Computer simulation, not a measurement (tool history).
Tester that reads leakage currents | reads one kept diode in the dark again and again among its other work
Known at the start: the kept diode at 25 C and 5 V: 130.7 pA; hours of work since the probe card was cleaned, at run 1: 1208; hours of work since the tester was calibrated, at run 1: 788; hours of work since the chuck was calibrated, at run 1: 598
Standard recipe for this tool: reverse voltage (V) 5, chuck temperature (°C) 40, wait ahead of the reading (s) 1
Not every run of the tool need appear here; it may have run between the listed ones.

run    hour  reverse voltage (V)  chuck temperature (°C)  wait ahead of the reading (s)  hours of work since the probe card was cleaned  hours of work since the tester was calibrated  hours of work since the chuck was calibrated  current that the tester gives (pA)
  1       0                    5                      40                              1                                            1208                                            788                                           598                              356.43
  2    29.9                    5                      40                              1                                            1229                                            809                                           619                              356.33
  3    78.4                    5                      40                              1                                            1263                                            843                                           653                              354.41
  4   109.1                    5                      40                           7.73                                            1284                                            864                                           674                              354.06
  5   133.2                    5                      40                           7.73                                            1301                                            881                                           691                              349.55
  6   157.5                 1.53                      40                              1                                            1318                                            898                                           708                              216.33
      189.4  -- probe card cleaned and baked
  7   192.6                 1.53                      40                              1                                               2                                            920                                           730                              216.35
  8   229.3                 1.53                      40                              1                                              28                                            946                                           756                              214.36
  9   269.2                 9.81                      40                              1                                              56                                            973                                           784                              454.15
 10   300.3                    5                      40                           4.79                                              77                                            995                                           805                              343.79
 11   328.1                    5                      40                           4.79                                              97                                           1014                                           825                              342.98
 12   353.6                    5                      40                           4.79                                             114                                           1032                                           842                              343.57
      362.9  -- chuck's temperature calibrated
 13   402.9                    5                      49                              1                                             147                                           1065                                            28                              708.61
 14   427.4                    5                      49                              1                                             164                                           1082                                            45                              708.36
 15   464.2                 9.66                      40                              1                                             190                                           1108                                            70                              502.13
 16   499.9                   14                      40                              1                                             215                                           1133                                            95                              582.53
 17   545.7                   14                      40                              1                                             247                                           1164                                           127                              576.72
 18     588                 8.05                      40                              1                                             276                                           1194                                           157                              461.33
 19   630.3                  1.2                      40                              1                                             305                                           1223                                           186                              210.51
 20   673.2                  1.2                      41                              1                                             335                                           1253                                           216                              225.82
 21   719.3                 3.32                      57                           0.79                                             367                                           1285                                           248                              974.54
 22   756.9                 3.32                      57                           0.79                                             394                                           1311                                           274                              979.85
 23   780.2                    5                      23                           7.04                                             410                                           1328                                           290                              106.18
 24   807.6                 5.37                      40                           0.43                                             429                                           1347                                           309                              379.75
 25   850.6                    5                      33                              1                                             459                                           1377                                           339                              225.82
 26   870.6                    5                      33                              1                                             473                                           1391                                           353                              222.71
 27   905.5                    5                      33                           0.52                                             497                                           1415                                           378                              224.38
 28   952.7                 3.95                      40                           7.05                                             530                                           1448                                           410                              330.21
 29   981.4                 3.95                      40                           7.05                                             550                                           1468                                           430                              331.14
 30    1005                 10.9                      54                           2.18                                             566                                           1484                                           447                             1272.98
 31  1030.8                 10.9                      54                           2.18                                             584                                           1502                                           465                             1269.67
 32  1063.4                 2.91                      26                           8.42                                             607                                           1525                                           487                              104.24
 33  1099.1                 2.91                      26                           8.42                                             632                                           1550                                           512                              103.71
 34  1146.8                 5.06                      39                              1                                             665                                           1583                                           545                              335.67
 35  1172.6                 8.68                      30                           0.51                                             683                                           1601                                           563                              217.56
 36    1214                 8.68                      30                           0.51                                             712                                           1630                                           592                              217.07
 37  1235.7                 3.55                      23                           3.11                                             727                                           1645                                           607                               87.72
 38  1274.4                 3.68                      23                           3.11                                             754                                           1672                                           634                                89.1
 39  1313.8                 3.68                      23                           3.11                                             781                                           1699                                           662                               89.09

Hidden state or all else? Some run-to-run changes of current that the tester gives (pA), split into what the settings, what came in and random variation would give without the hidden state, and what is left for the hidden state (with any gauge scatter that isn't in both results):
Hidden conditions of the tool in this case: stray current of the dirty probe card, pA a volt; current scale over the true one, %; true chuck temperature over the reading, C; drift of the gauge itself on leakage_pa, %.
Run 22 -> 23: reverse voltage (V) 3.32 -> 5, chuck temperature (°C) 57 -> 23, wait ahead of the reading (s) 0.79 -> 7.04. current that the tester gives (pA) -873.67: hidden state +40.49, all else -914.16.
Run 29 -> 30: reverse voltage (V) 3.95 -> 10.9, chuck temperature (°C) 40 -> 54, wait ahead of the reading (s) 7.05 -> 2.18. current that the tester gives (pA) +941.84: hidden state -66.37, all else +1008.21.
Run 31 -> 32: reverse voltage (V) 10.9 -> 2.91, chuck temperature (°C) 54 -> 26, wait ahead of the reading (s) 2.18 -> 8.42. current that the tester gives (pA) -1165.43: hidden state +85.22, all else -1250.65.
